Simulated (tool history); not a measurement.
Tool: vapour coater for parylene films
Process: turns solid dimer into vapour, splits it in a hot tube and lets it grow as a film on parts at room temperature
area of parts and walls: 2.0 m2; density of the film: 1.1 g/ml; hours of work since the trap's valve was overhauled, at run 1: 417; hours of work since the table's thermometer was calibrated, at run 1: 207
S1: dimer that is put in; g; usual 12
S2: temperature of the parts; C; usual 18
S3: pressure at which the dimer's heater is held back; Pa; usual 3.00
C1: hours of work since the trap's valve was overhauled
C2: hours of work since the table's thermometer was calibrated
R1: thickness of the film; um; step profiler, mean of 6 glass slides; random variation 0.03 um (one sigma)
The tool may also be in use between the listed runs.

run 1 hour=0.0 | S1=12 S2=18 S3=3.00 | C1=417 C2=207 | R1=2.61
run 2 hour=30.2 | S1=12 S2=18 S3=3.00 | C1=435 C2=226 | R1=2.58
run 3 hour=90.5 | S1=12 S2=18 S3=3.00 | C1=472 C2=262 | R1=2.58
run 4 hour=118.2 | S1=12 S2=18 S3=3.00 | C1=489 C2=279 | R1=2.55
run 5 hour=166.6 | S1=5 S2=18 S3=3.00 | C1=519 C2=309 | R1=1.04
run 6 hour=199.7 | S1=5 S2=18 S3=3.00 | C1=539 C2=329 | R1=1.05
run 7 hour=248.5 | S1=20 S2=18 S3=3.00 | C1=569 C2=359 | R1=4.16
run 8 hour=279.9 | S1=20 S2=18 S3=3.00 | C1=589 C2=379 | R1=4.08
run 9 hour=333.1 | S1=20 S2=18 S3=3.00 | C1=621 C2=411 | R1=4.13
-- hour=344.3 trap's valve overhauled
run 10 hour=374.7 | S1=12 S2=18 S3=3.00 | C1=19 C2=434 | R1=2.89
run 11 hour=401.2 | S1=12 S2=18 S3=3.00 | C1=35 C2=451 | R1=2.91
run 12 hour=428.6 | S1=12 S2=20 S3=3.00 | C1=52 C2=467 | R1=2.66
run 13 hour=458.3 | S1=12 S2=18 S3=3.00 | C1=70 C2=486 | R1=2.87
run 14 hour=507.4 | S1=12 S2=18 S3=3.00 | C1=100 C2=516 | R1=2.85
run 15 hour=554.9 | S1=12 S2=18 S3=3.00 | C1=129 C2=545 | R1=2.87
run 16 hour=581.8 | S1=12 S2=18 S3=3.00 | C1=146 C2=561 | R1=2.83
run 17 hour=632.2 | S1=12 S2=18 S3=3.00 | C1=177 C2=592 | R1=2.77
run 18 hour=662.1 | S1=12 S2=18 S3=3.00 | C1=195 C2=611 | R1=2.82
run 19 hour=717.9 | S1=12 S2=18 S3=3.00 | C1=229 C2=645 | R1=2.83
run 20 hour=764.8 | S1=12 S2=18 S3=6.63 | C1=258 C2=674 | R1=2.30
run 21 hour=815.4 | S1=12 S2=18 S3=6.63 | C1=289 C2=705 | R1=2.29
run 22 hour=872.2 | S1=12 S2=18 S3=6.63 | C1=324 C2=740 | R1=2.26
run 23 hour=910.3 | S1=12 S2=18 S3=6.63 | C1=347 C2=763 | R1=2.26
run 24 hour=940.8 | S1=7 S2=18 S3=6.63 | C1=366 C2=782 | R1=1.30
run 25 hour=984.2 | S1=12 S2=10 S3=4.99 | C1=393 C2=808 | R1=3.27
-- hour=988.8 table's thermometer calibrated
run 26 hour=1040.3 | S1=12 S2=30 S3=4.99 | C1=426 C2=32 | R1=1.40
run 27 hour=1074.5 | S1=12 S2=25 S3=3.74 | C1=447 C2=53 | R1=1.80
run 28 hour=1132.2 | S1=12 S2=25 S3=3.74 | C1=483 C2=88 | R1=1.76
run 29 hour=1189.2 | S1=5 S2=18 S3=10.69 | C1=518 C2=123 | R1=0.78
run 30 hour=1247.2 | S1=5 S2=27 S3=10.69 | C1=553 C2=158 | R1=0.53
run 31 hour=1281.5 | S1=5 S2=27 S3=10.69 | C1=574 C2=180 | R1=0.53
run 32 hour=1337.0 | S1=11 S2=22 S3=3.00 | C1=608 C2=214 | R1=1.95
-- hour=1367.5 trap's valve overhauled
run 33 hour=1367.5 | S1=11 S2=22 S3=3.00 | C1=0 C2=230 | R1=2.25
run 34 hour=1428.8 | S1=11 S2=22 S3=3.00 | C1=38 C2=267 | R1=2.25
run 35 hour=1465.8 | S1=10 S2=20 S3=3.00 | C1=60 C2=290 | R1=2.19
run 36 hour=1503.9 | S1=10 S2=20 S3=3.00 | C1=84 C2=313 | R1=2.14
run 37 hour=1554.9 | S1=10 S2=29 S3=6.31 | C1=115 C2=345 | R1=1.24
run 38 hour=1605.2 | S1=10 S2=29 S3=6.31 | C1=146 C2=376 | R1=1.21
run 39 hour=1661.3 | S1=6 S2=26 S3=3.60 | C1=180 C2=410 | R1=0.94
run 40 hour=1718.7 | S1=14 S2=14 S3=3.60 | C1=215 C2=445 | R1=3.67
run 41 hour=1766.2 | S1=22 S2=16 S3=3.60 | C1=245 C2=474 | R1=5.31
run 42 hour=1808.4 | S1=22 S2=16 S3=3.60 | C1=270 C2=500 | R1=5.20

Hidden state or all else? Some run-to-run changes of R1, split into what the settings, what came in and random variation would give without the hidden state, and what is left for the hidden state (with any gauge scatter that isn't in both results):
The hidden state here: vapour lost through the trap's worn valve, %; true temperature of the parts over the reading, C; drift of the gauge itself on film_um, %.
Run 6 -> 7: S1 5 -> 20. R1 +3.11 um: hidden state -0.47, all else +3.58.
Run 9 -> 10: S1 20 -> 12, trap's valve overhauled. R1 -1.24 um: hidden state +0.71, all else -1.95.
Run 24 -> 25: S1 7 -> 12, S2 18 -> 10, S3 6.63 -> 4.99. R1 +1.97 um: hidden state -0.14, all else +2.11.
Run 32 -> 33: trap's valve overhauled. R1 +0.30 um: hidden state +0.33, all else -0.03.
Run 39 -> 40: S1 6 -> 14, S2 26 -> 14. R1 +2.73 um: hidden state -0.12, all else +2.85.
